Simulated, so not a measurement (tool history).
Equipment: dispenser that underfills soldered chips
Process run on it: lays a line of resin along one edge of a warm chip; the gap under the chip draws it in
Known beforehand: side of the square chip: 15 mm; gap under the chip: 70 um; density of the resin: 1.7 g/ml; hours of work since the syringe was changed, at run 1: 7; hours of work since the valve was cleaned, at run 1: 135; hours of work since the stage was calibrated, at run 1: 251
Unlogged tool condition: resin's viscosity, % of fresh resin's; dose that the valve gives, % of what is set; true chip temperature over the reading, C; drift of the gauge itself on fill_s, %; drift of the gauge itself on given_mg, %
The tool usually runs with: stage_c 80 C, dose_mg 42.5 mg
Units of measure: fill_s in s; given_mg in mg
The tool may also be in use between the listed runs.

run	hour	stage_c	dose_mg	hours of work since the syringe was changed	hours of work since the valve was cleaned	hours of work since the stage was calibrated	fill_s	given_mg
1	0	80	42.5	7	135	251	179.2	38.63
# hour 1.9: dispensing valve cleaned and set on the balance
# hour 5.8: new syringe of resin
2	7.6	80	42.5	1	4	256	128.1	41.97
3	17.7	80	42.5	9	12	264	201.3	42.15
# hour 19.2: new syringe of resin
4	29.4	67	42.5	8	21	272	341.5	41.87
# hour 32.8: new syringe of resin
5	40.9	67	42.5	6	29	281	311.3	41.49
# hour 46.5: new syringe of resin
6	47.5	67	37.6	1	34	286	230.8	36.88
7	56.5	67	37.6	8	41	293	352.5	36.48
# hour 60.4: new syringe of resin
8	66.2	80	42.5	4	48	300	156.5	40.95
# hour 74.6: new syringe of resin
9	79.1	80	54.4	3	58	309	144.4	52.3
# hour 88.3: new syringe of resin
10	92.5	80	54.4	3	68	319	146.6	51.72
11	98.5	80	54.4	8	72	324	195.4	51.32
# hour 102.3: new syringe of resin
12	107	80	54.4	4	79	330	147.4	51.47
# hour 116.7: new syringe of resin
13	116.8	80	42.5	0	86	338	120.7	40.01
14	123.4	80	42.5	5	91	343	168.1	39.99
15	129.6	92	43.8	10	96	348	136.7	40.97
# hour 131.1: new syringe of resin
16	136.7	92	43.8	4	101	353	96.1	40.94
17	144	66	38.1	10	107	358	426.1	35.57
# hour 144.9: new syringe of resin
18	155.6	76	41.3	8	115	367	240.7	38.09
# hour 158.8: new syringe of resin
19	169.1	76	41.3	8	125	377	233.9	37.87
# hour 172.5: new syringe of resin
20	176.9	76	41.3	3	131	383	184	37.64
# hour 184.9: dispensing valve cleaned and set on the balance
# hour 187.1: new syringe of resin
21	187.6	69	47.4	0	2	390	201.5	47.24
22	194.9	71	41.6	6	7	396	260.7	41.15

Forecast run 23:
# hour 201.3: new syringe of resin
23	205	73	46.3	3	15	403	?	?

Logged for run 23: fill_s 198.1 s, given_mg 45.45 mg.
Minus the tool's unlogged condition, the same run would have read fill_s 146.5 s, given_mg 45.93 mg.
